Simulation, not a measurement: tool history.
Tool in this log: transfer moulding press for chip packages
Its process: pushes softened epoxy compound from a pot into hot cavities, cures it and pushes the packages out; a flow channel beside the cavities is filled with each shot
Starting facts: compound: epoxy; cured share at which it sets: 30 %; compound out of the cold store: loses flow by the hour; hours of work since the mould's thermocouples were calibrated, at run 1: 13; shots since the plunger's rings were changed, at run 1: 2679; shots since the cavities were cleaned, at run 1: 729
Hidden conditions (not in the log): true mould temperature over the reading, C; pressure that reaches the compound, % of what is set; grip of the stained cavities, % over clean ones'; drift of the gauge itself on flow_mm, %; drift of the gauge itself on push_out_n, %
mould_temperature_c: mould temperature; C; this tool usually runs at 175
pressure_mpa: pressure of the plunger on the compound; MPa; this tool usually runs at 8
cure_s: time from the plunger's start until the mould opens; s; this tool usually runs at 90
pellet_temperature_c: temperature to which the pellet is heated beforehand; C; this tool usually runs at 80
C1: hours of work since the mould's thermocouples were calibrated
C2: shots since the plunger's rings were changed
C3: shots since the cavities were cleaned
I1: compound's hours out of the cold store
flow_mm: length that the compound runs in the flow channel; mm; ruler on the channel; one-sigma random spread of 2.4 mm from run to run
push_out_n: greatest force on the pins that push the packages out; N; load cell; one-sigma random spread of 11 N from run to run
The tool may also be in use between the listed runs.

Run 1, hour 0: usual settings; C1 13; C2 2679; C3 729; I1 23.7. Result: flow_mm 548 mm, push_out_n 540 N.
At hour 24.3: cavities cleaned with cleaning compound and waxed.
Run 2, hour 28.5: usual settings but mould_temperature_c 179 C; C1 30; C2 2985; C3 47; I1 26.5. Result: flow_mm 535 mm, push_out_n 453 N.
Run 3, hour 41.6: usual settings but mould_temperature_c 179 C; C1 38; C2 3134; C3 196; I1 46.2. Result: flow_mm 505 mm, push_out_n 460 N.
Run 4, hour 66.8: usual settings but mould_temperature_c 179 C; C1 54; C2 3419; C3 481; I1 8.4. Result: flow_mm 562 mm, push_out_n 466 N.
Run 5, hour 93.3: usual settings; C1 70; C2 3719; C3 781; I1 27.7. Result: flow_mm 542 mm, push_out_n 553 N.
At hour 112.7: cavities cleaned with cleaning compound and waxed.
Run 6, hour 120.2: usual settings; C1 86; C2 4007; C3 85; I1 23.8. Result: flow_mm 543 mm, push_out_n 561 N.
Run 7, hour 135.3: usual settings; C1 95; C2 4179; C3 257; I1 30.4. Result: flow_mm 538 mm, push_out_n 545 N.
Run 8, hour 159.7: usual settings; C1 110; C2 4454; C3 532; I1 31.6. Result: flow_mm 534 mm, push_out_n 551 N.
Run 9, hour 186.2: usual settings but pressure_mpa 6.14 MPa; C1 127; C2 4755; C3 833; I1 30.3. Result: flow_mm 471 mm, push_out_n 549 N.
At hour 200.8: cavities cleaned with cleaning compound and waxed.
Run 10, hour 200.8: usual settings but pressure_mpa 6.14 MPa; C1 135; C2 4903; C3 0; I1 40. Result: flow_mm 459 mm, push_out_n 546 N.
Run 11, hour 229.1: usual settings but mould_temperature_c 174 C; C1 152; C2 5224; C3 321; I1 31.5. Result: flow_mm 536 mm, push_out_n 570 N.
At hour 235.2: plunger's sealing rings changed.
Run 12, hour 252: usual settings but mould_temperature_c 174 C; C1 165; C2 191; C3 552; I1 34.3. Result: flow_mm 538 mm, push_out_n 577 N.
Run 13, hour 271.5: usual settings but mould_temperature_c 174 C; C1 177; C2 412; C3 773; I1 41.4. Result: flow_mm 529 mm, push_out_n 591 N.
Run 14, hour 284.9: usual settings but mould_temperature_c 174 C; C1 185; C2 564; C3 925; I1 20.7. Result: flow_mm 551 mm, push_out_n 578 N.
At hour 291.9: cavities cleaned with cleaning compound and waxed.
Run 15, hour 309.8: usual settings but pressure_mpa 8.14 MPa, pellet_temperature_c 85 C; C1 200; C2 828; C3 202; I1 26.6. Result: flow_mm 548 mm, push_out_n 550 N.
Run 16, hour 337.2: usual settings but mould_temperature_c 173 C; C1 217; C2 1139; C3 513; I1 39.3. Result: flow_mm 532 mm, push_out_n 630 N.
Run 17, hour 357.1: usual settings but mould_temperature_c 168 C, pellet_temperature_c 88 C; C1 229; C2 1364; C3 738; I1 39.1. Result: flow_mm 545 mm, push_out_n 821 N.
Run 18, hour 370.7: usual settings but mould_temperature_c 171 C; C1 238; C2 1519; C3 893; I1 36.5. Result: flow_mm 540 mm, push_out_n 702 N.
At hour 379.7: cavities cleaned with cleaning compound and waxed.
Run 19, hour 397.1: usual settings but mould_temperature_c 171 C, pellet_temperature_c 73 C; C1 253; C2 1801; C3 197; I1 42.6. Result: flow_mm 527 mm, push_out_n 674 N.
Run 20, hour 425.8: usual settings but mould_temperature_c 171 C, pellet_temperature_c 73 C; C1 271; C2 2125; C3 521; I1 19.2. Result: flow_mm 560 mm, push_out_n 688 N.
Run 21, hour 444.7: usual settings but cure_s 111 s; C1 282; C2 2339; C3 735; I1 46.2. Result: flow_mm 520 mm, push_out_n 448 N.
At hour 467.6: cavities cleaned with cleaning compound and waxed.
Run 22, hour 476.1: usual settings but cure_s 111 s; C1 301; C2 2678; C3 96; I1 10.6. Result: flow_mm 563 mm, push_out_n 436 N.
Run 23, hour 492.9: usual settings but mould_temperature_c 180 C, pressure_mpa 6.67 MPa; C1 311; C2 2869; C3 287; I1 33.8. Result: flow_mm 474 mm, push_out_n 448 N.
Run 24, hour 517.7: usual settings but mould_temperature_c 181 C, pressure_mpa 8.03 MPa; C1 327; C2 3149; C3 567; I1 36.5. Result: flow_mm 516 mm, push_out_n 436 N.
Run 25, hour 534.9: usual settings but mould_temperature_c 181 C, pressure_mpa 9.01 MPa; C1 337; C2 3345; C3 763; I1 16.9. Result: flow_mm 578 mm, push_out_n 439 N.
At hour 556: cavities cleaned with cleaning compound and waxed.
Run 26, hour 556: usual settings but mould_temperature_c 181 C, pressure_mpa 7.29 MPa, cure_s 84 s; C1 349; C2 3566; C3 0; I1 27.8. Result: flow_mm 499 mm, push_out_n 471 N.
Run 27, hour 570.1: usual settings but mould_temperature_c 167 C, pressure_mpa 7.29 MPa, cure_s 119 s; C1 358; C2 3727; C3 161; I1 11.7. Result: flow_mm 565 mm, push_out_n 537 N.
Run 28, hour 588: usual settings but mould_temperature_c 168 C, pressure_mpa 7.29 MPa, cure_s 100 s; C1 369; C2 3929; C3 363; I1 35.8. Result: flow_mm 522 mm, push_out_n 664 N.

Alternative continuations, all from the tool just after run 28; predict every row:
Run A, hour 602.3: usual settings but mould_temperature_c 176 C, pellet_temperature_c 74 C; C1 378; C2 4091; C3 525; I1 20.8. Result: flow_mm ?, push_out_n ?.
Run B, hour 602.3: usual settings but pressure_mpa 6.91 MPa, cure_s 112 s, pellet_temperature_c 76 C; C1 378; C2 4091; C3 525; I1 27.3. Result: flow_mm ?, push_out_n ?.
Run C, hour 602.3: usual settings but mould_temperature_c 170 C; C1 378; C2 4091; C3 525; I1 16.5. Result: flow_mm ?, push_out_n ?.
Run D, hour 602.3: usual settings but pellet_temperature_c 84 C; C1 378; C2 4091; C3 525; I1 21.4. Result: flow_mm ?, push_out_n ?.

run  flow_mm  push_out_n
  A      552         521
  B      499         433
  C      571         785
  D      547         547
Without the tool's unlogged condition, the same runs would have read:
run  flow_mm  push_out_n
  A      552         516
  B      500         429
  C      571         776
  D      547         541
